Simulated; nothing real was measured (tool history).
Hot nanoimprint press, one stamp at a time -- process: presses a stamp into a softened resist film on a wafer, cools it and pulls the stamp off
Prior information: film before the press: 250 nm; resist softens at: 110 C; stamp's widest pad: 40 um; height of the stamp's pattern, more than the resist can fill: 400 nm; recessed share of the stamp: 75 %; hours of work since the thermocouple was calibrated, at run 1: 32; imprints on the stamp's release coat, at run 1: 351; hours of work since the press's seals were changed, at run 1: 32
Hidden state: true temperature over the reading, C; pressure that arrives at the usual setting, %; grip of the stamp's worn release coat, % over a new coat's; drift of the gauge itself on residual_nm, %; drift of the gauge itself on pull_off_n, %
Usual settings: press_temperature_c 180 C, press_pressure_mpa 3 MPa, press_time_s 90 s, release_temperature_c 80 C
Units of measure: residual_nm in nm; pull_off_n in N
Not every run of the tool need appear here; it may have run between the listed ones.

| run | hour | press_temperature_c | press_pressure_mpa | press_time_s | release_temperature_c | hours of work since the thermocouple was calibrated | imprints on the stamp's release coat | hours of work since the press's seals were changed | residual_nm | pull_off_n |
|---|---|---|---|---|---|---|---|---|---|---|
| 1 | 0 | 180 | 3 | 90 | 80 | 32 | 351 | 32 | 136 | 151 |
| 2 | 23 | 180 | 3 | 90 | 80 | 43 | 429 | 43 | 135.8 | 150 |
| 3 | 38.7 | 180 | 3 | 90 | 80 | 51 | 483 | 51 | 136.2 | 156 |
| 4 | 66.6 | 180 | 3 | 90 | 80 | 64 | 578 | 64 | 135.8 | 151 |
| 5 | 91.9 | 180 | 3 | 90 | 80 | 77 | 664 | 77 | 135.9 | 156 |
| 6 | 121.7 | 180 | 3 | 90 | 80 | 91 | 765 | 91 | 136.3 | 150 |
| 7 | 148.8 | 180 | 3 | 90 | 80 | 105 | 858 | 105 | 135.6 | 157 |
| 8 | 172.5 | 180 | 3 | 90 | 80 | 116 | 938 | 116 | 135.8 | 157 |
| 9 | 200.3 | 180 | 3 | 90 | 80 | 130 | 1033 | 130 | 136.4 | 153 |
|  | 229.4 | stamp cleaned and given a new release coat |
| 10 | 231 | 180 | 3 | 90 | 68 | 142 | 6 | 142 | 136.3 | 180 |
| 11 | 252.9 | 180 | 3 | 90 | 68 | 153 | 81 | 153 | 136.3 | 182 |
| 12 | 290.8 | 180 | 3 | 90 | 68 | 171 | 209 | 171 | 135.8 | 185 |
| 13 | 313.9 | 180 | 3 | 90 | 80 | 183 | 288 | 183 | 136.4 | 157 |
| 14 | 335.5 | 180 | 3 | 90 | 80 | 193 | 361 | 193 | 136.2 | 155 |
| 15 | 355.4 | 180 | 3 | 90 | 80 | 203 | 429 | 203 | 136.3 | 150 |
| 16 | 380.7 | 180 | 3 | 90 | 80 | 215 | 515 | 215 | 136.1 | 149 |
| 17 | 415.7 | 180 | 3 | 90 | 80 | 233 | 635 | 233 | 135.9 | 158 |
| 18 | 448 | 175 | 2.38 | 90 | 80 | 248 | 745 | 248 | 169.1 | 157 |
| 19 | 481 | 180 | 3 | 66 | 82 | 265 | 857 | 265 | 149.6 | 156 |
| 20 | 511.9 | 180 | 3 | 66 | 82 | 280 | 962 | 280 | 148.9 | 149 |
| 21 | 530.8 | 182 | 3 | 66 | 72 | 289 | 1026 | 289 | 142.5 | 183 |
| 22 | 552.8 | 182 | 3 | 66 | 72 | 300 | 1101 | 300 | 142.7 | 173 |
|  | 564.8 | stamp cleaned and given a new release coat |
| 23 | 587.7 | 177 | 3 | 66 | 68 | 314 | 77 | 314 | 160 | 187 |
| 24 | 620.5 | 177 | 3 | 66 | 68 | 330 | 189 | 330 | 159.4 | 186 |
| 25 | 643.8 | 170 | 2.78 | 89 | 68 | 342 | 268 | 342 | 177.6 | 184 |
| 26 | 669 | 170 | 3.6 | 89 | 69 | 354 | 354 | 354 | 160.2 | 185 |
| 27 | 694.1 | 170 | 3.6 | 89 | 77 | 366 | 440 | 366 | 160.1 | 161 |
| 28 | 724.7 | 170 | 3.6 | 89 | 77 | 381 | 544 | 381 | 160.5 | 161 |
| 29 | 756.4 | 171 | 3 | 69 | 80 | 397 | 652 | 397 | 179.3 | 153 |

Alternative continuations, all from the tool just after run 29; predict every row:
| A | 792.7 | 171 | 2.91 | 54 | 80 | 414 | 775 | 414 | ? | ? |
| B | 792.7 | 171 | 3 | 48 | 82 | 414 | 775 | 414 | ? | ? |
| C | 792.7 | 180 | 2.39 | 90 | 80 | 414 | 775 | 414 | ? | ? |
| D | 792.7 | 180 | 2.54 | 90 | 80 | 414 | 775 | 414 | ? | ? |

| run | residual_nm | pull_off_n |
|---|---|---|
| A | 190.7 | 153 |
| B | 193.9 | 156 |
| C | 151.5 | 156 |
| D | 147.7 | 153 |
What these runs would have given with no unlogged condition in the tool:
| run | residual_nm | pull_off_n |
|---|---|---|
| A | 190.5 | 151 |
| B | 193.7 | 154 |
| C | 151.3 | 154 |
| D | 147.5 | 152 |
